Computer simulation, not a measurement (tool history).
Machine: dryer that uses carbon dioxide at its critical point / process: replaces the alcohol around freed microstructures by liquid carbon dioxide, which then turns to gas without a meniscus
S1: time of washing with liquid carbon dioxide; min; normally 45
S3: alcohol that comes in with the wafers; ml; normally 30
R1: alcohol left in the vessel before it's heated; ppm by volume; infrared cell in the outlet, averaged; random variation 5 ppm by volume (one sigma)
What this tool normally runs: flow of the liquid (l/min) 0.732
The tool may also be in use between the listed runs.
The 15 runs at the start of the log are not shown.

Run 16, hour 524.9: usual settings but flow of the liquid (l/min) 1.074, S3 96 ml. Result: R1 122 ppm by volume.
Run 17, hour 573.5: usual settings but S1 61 min. Result: R1 130 ppm by volume.
At hour 587: inlet filter changed.
Run 18, hour 612.4: usual settings but S1 61 min. Result: R1 122 ppm by volume.
Run 19, hour 639.8: usual settings but flow of the liquid (l/min) 1.046. Result: R1 134 ppm by volume.
Run 20, hour 672.9: usual settings but flow of the liquid (l/min) 1.046. Result: R1 135 ppm by volume.
Run 21, hour 717.3: usual settings but flow of the liquid (l/min) 0.477. Result: R1 317 ppm by volume.
Run 22, hour 744.5: usual settings. Result: R1 168 ppm by volume.
Run 23, hour 793.3: usual settings. Result: R1 185 ppm by volume.
Run 24, hour 825.7: usual settings but S1 36 min, flow of the liquid (l/min) 0.932. Result: R1 192 ppm by volume.
Run 25, hour 861.6: usual settings but S1 40 min, flow of the liquid (l/min) 0.768, S3 99 ml. Result: R1 293 ppm by volume.
Run 26, hour 898.3: usual settings but flow of the liquid (l/min) 0.812. Result: R1 197 ppm by volume.
Run 27, hour 935.8: usual settings but S1 53 min, flow of the liquid (l/min) 0.7, S3 115 ml. Result: R1 225 ppm by volume.
Run 28, hour 980.4: usual settings but S1 53 min, flow of the liquid (l/min) 0.804, S3 87 ml. Result: R1 208 ppm by volume.
Run 29, hour 1013.8: usual settings but S1 53 min, flow of the liquid (l/min) 0.804, S3 87 ml. Result: R1 211 ppm by volume.
Run 30, hour 1062: usual settings but S1 35 min, flow of the liquid (l/min) 0.928, S3 71 ml. Result: R1 273 ppm by volume.
Run 31, hour 1086.7: usual settings but S1 35 min, flow of the liquid (l/min) 0.928, S3 71 ml. Result: R1 287 ppm by volume.

For run 32, what comes out?
Run 32, hour 1120.7: usual settings but S1 35 min, flow of the liquid (l/min) 0.928, S3 71 ml. Result: R1 ?.

Run 32 yielded R1 289 ppm by volume.
On a tool with no hidden condition, and with the same random variation, this run would have come out at R1 36 ppm by volume.
